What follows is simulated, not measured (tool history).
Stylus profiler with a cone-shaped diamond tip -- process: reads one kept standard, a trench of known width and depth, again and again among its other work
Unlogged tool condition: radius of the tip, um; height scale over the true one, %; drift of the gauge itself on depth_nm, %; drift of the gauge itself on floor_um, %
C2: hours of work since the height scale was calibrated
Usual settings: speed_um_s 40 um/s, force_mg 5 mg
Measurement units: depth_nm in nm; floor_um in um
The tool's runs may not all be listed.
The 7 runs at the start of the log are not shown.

{"run": 8, "hour": 324.1, "speed_um_s": 37, "force_mg": 5, "scans with this tip": 2301, "C2": 535, "depth_nm": 1012.47, "floor_um": 13.81}
{"run": 9, "hour": 382.7, "speed_um_s": 40, "force_mg": 5, "scans with this tip": 2414, "C2": 561, "depth_nm": 1012.02, "floor_um": 13.84}
{"run": 10, "hour": 427.3, "speed_um_s": 40, "force_mg": 12.62, "scans with this tip": 2501, "C2": 581, "depth_nm": 1020.21, "floor_um": 13.81}
{"run": 11, "hour": 464.0, "speed_um_s": 17, "force_mg": 12.62, "scans with this tip": 2572, "C2": 598, "depth_nm": 1020.87, "floor_um": 13.87}
{"run": 12, "hour": 505.5, "speed_um_s": 17, "force_mg": 12.62, "scans with this tip": 2652, "C2": 616, "depth_nm": 1020.82, "floor_um": 13.86}
{"run": 13, "hour": 546.9, "speed_um_s": 40, "force_mg": 5, "scans with this tip": 2732, "C2": 635, "depth_nm": 1012.48, "floor_um": 13.69}
{"run": 14, "hour": 574.3, "speed_um_s": 40, "force_mg": 5, "scans with this tip": 2785, "C2": 647, "depth_nm": 1012.72, "floor_um": 13.71}
{"run": 15, "hour": 612.5, "speed_um_s": 40, "force_mg": 5, "scans with this tip": 2859, "C2": 665, "depth_nm": 1012.87, "floor_um": 13.72}
{"run": 16, "hour": 677.2, "speed_um_s": 64, "force_mg": 5, "scans with this tip": 2984, "C2": 694, "depth_nm": 1012.72, "floor_um": 13.65}
{"run": 17, "hour": 726.0, "speed_um_s": 25, "force_mg": 5.23, "scans with this tip": 3078, "C2": 715, "depth_nm": 1013.07, "floor_um": 13.75}
{"run": 18, "hour": 769.4, "speed_um_s": 83, "force_mg": 4.13, "scans with this tip": 3162, "C2": 735, "depth_nm": 1012, "floor_um": 13.54}
{"run": 19, "hour": 821.4, "speed_um_s": 83, "force_mg": 4.13, "scans with this tip": 3263, "C2": 758, "depth_nm": 1012.08, "floor_um": 13.5}
{"run": 20, "hour": 854.1, "speed_um_s": 83, "force_mg": 4.13, "scans with this tip": 3326, "C2": 773, "depth_nm": 1012.08, "floor_um": 13.58}
{"run": 21, "hour": 884.5, "speed_um_s": 83, "force_mg": 4.13, "scans with this tip": 3385, "C2": 787, "depth_nm": 1012.27, "floor_um": 13.51}
{"run": 22, "hour": 912.4, "speed_um_s": 83, "force_mg": 4.13, "scans with this tip": 3439, "C2": 799, "depth_nm": 1012.01, "floor_um": 13.52}
{"run": 23, "hour": 943.3, "speed_um_s": 11, "force_mg": 12.34, "scans with this tip": 3499, "C2": 813, "depth_nm": 1021.01, "floor_um": 13.81}
{"run": 24, "hour": 976.6, "speed_um_s": 83, "force_mg": 3.48, "scans with this tip": 3563, "C2": 828, "depth_nm": 1011.41, "floor_um": 13.5}
{"run": 25, "hour": 1031.5, "speed_um_s": 83, "force_mg": 3.48, "scans with this tip": 3669, "C2": 853, "depth_nm": 1011.65, "floor_um": 13.53}
{"run": 26, "hour": 1078.2, "speed_um_s": 11, "force_mg": 8.17, "scans with this tip": 3759, "C2": 874, "depth_nm": 1017.03, "floor_um": 13.73}
{"run": 27, "hour": 1132.1, "speed_um_s": 11, "force_mg": 8.17, "scans with this tip": 3864, "C2": 898, "depth_nm": 1017.94, "floor_um": 13.77}
{"run": 28, "hour": 1183.2, "speed_um_s": 67, "force_mg": 9.25, "scans with this tip": 3962, "C2": 921, "depth_nm": 1018.7, "floor_um": 13.63}
{"run": 29, "hour": 1215.0, "speed_um_s": 67, "force_mg": 9.25, "scans with this tip": 4024, "C2": 935, "depth_nm": 1018.79, "floor_um": 13.61}
{"run": 30, "hour": 1278.9, "speed_um_s": 25, "force_mg": 2.07, "scans with this tip": 4147, "C2": 964, "depth_nm": 1009.53, "floor_um": 13.65}
{"run": 31, "hour": 1330.2, "speed_um_s": 78, "force_mg": 4.6, "scans with this tip": 4247, "C2": 987, "depth_nm": 1013.64, "floor_um": 13.53}
{"run": 32, "hour": 1376.8, "speed_um_s": 13, "force_mg": 5, "scans with this tip": 4337, "C2": 1008, "depth_nm": 1014.07, "floor_um": 13.69}

Alternative continuations, all from the tool just after run 32; predict every row:
{"run": "A", "hour": 1424.7, "speed_um_s": 54, "force_mg": 5, "scans with this tip": 4429, "C2": 1030, "depth_nm": "?", "floor_um": "?"}
{"run": "B", "hour": 1424.7, "speed_um_s": 91, "force_mg": 5.55, "scans with this tip": 4429, "C2": 1030, "depth_nm": "?", "floor_um": "?"}
{"run": "C", "hour": 1424.7, "speed_um_s": 14, "force_mg": 11.54, "scans with this tip": 4429, "C2": 1030, "depth_nm": "?", "floor_um": "?"}
{"run": "D", "hour": 1424.7, "speed_um_s": 28, "force_mg": 11.29, "scans with this tip": 4429, "C2": 1030, "depth_nm": "?", "floor_um": "?"}

run=A depth_nm=1014.36 floor_um=13.63
run=B depth_nm=1015.17 floor_um=13.51
run=C depth_nm=1021.45 floor_um=13.74
run=D depth_nm=1020.94 floor_um=13.72
Without the tool's hidden state the same runs would have given:
run=A depth_nm=1009.41 floor_um=13.88
run=B depth_nm=1010.21 floor_um=13.76
run=C depth_nm=1016.46 floor_um=13.99
run=D depth_nm=1015.95 floor_um=13.98

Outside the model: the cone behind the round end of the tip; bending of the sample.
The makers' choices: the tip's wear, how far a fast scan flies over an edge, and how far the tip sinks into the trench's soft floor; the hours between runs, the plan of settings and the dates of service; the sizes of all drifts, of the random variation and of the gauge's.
